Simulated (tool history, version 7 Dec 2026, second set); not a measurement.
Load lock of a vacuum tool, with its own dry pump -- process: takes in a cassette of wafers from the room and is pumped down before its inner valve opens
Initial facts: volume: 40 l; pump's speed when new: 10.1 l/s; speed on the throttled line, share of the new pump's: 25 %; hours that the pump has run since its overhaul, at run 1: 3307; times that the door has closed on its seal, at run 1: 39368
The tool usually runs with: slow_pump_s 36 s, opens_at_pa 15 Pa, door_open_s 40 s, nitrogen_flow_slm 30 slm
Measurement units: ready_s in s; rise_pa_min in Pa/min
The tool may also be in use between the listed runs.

run,hour,slow_pump_s,opens_at_pa,door_open_s,nitrogen_flow_slm,hours that the pump has run since its overhaul,times that the door has closed on its seal,"incoming humidity of the room's air, %",ready_s,rise_pa_min
1,0,36,15,40,30,3307,39368,47,63.8,0.156
2,214.8,36,15,40,30,3522,40051,46.5,64,0.157
3,423.3,36,15,40,30,3730,40714,47.7,64.4,0.152
4,703.7,36,15,40,4,4011,41606,45.2,64.4,0.187
5,1052.9,36,15,40,30,4360,42717,45.8,64.3,0.167
6,1332.5,36,15,40,30,4640,43606,41.2,64.8,0.17
7,1505.4,36,15,40,30,4813,44156,45.2,64.7,0.174
8,1804.5,36,12,167,13,5112,45108,45.8,65.9,0.218
# hour 2106.6: door's seal changed, seat wiped
9,2116.3,36,15,40,12,5422,31,43.8,65.1,0.032
10,2425,36,26,137,10,5731,1012,44.1,63.2,0.062
11,2760.1,36,26,137,10,6066,2079,47.2,63.2,0.062
12,3017.2,36,26,137,10,6323,2896,48.3,62.8,0.068
13,3368.8,38,15,78,30,6674,4014,43,67.7,0.032

For some of the steps in ready_s from one run to the next: how much would appear even if the tool had no hidden state, given the settings, what came in and random variation, and how much remains for the hidden state plus any gauge scatter that the measured result and the result without hidden state don't share?
The tool's hidden condition here consists of: pump's speed, % of a new pump's; leak at the door's seal, Pa l/s; drift of the gauge itself on ready_s, %; drift of the gauge itself on rise_pa_min, %.
Run 12 -> 13: slow_pump_s 36 -> 38, opens_at_pa 26 -> 15, door_open_s 137 -> 78, nitrogen_flow_slm 10 -> 30. ready_s +4.9 s: hidden state +0.5, all else +4.4.

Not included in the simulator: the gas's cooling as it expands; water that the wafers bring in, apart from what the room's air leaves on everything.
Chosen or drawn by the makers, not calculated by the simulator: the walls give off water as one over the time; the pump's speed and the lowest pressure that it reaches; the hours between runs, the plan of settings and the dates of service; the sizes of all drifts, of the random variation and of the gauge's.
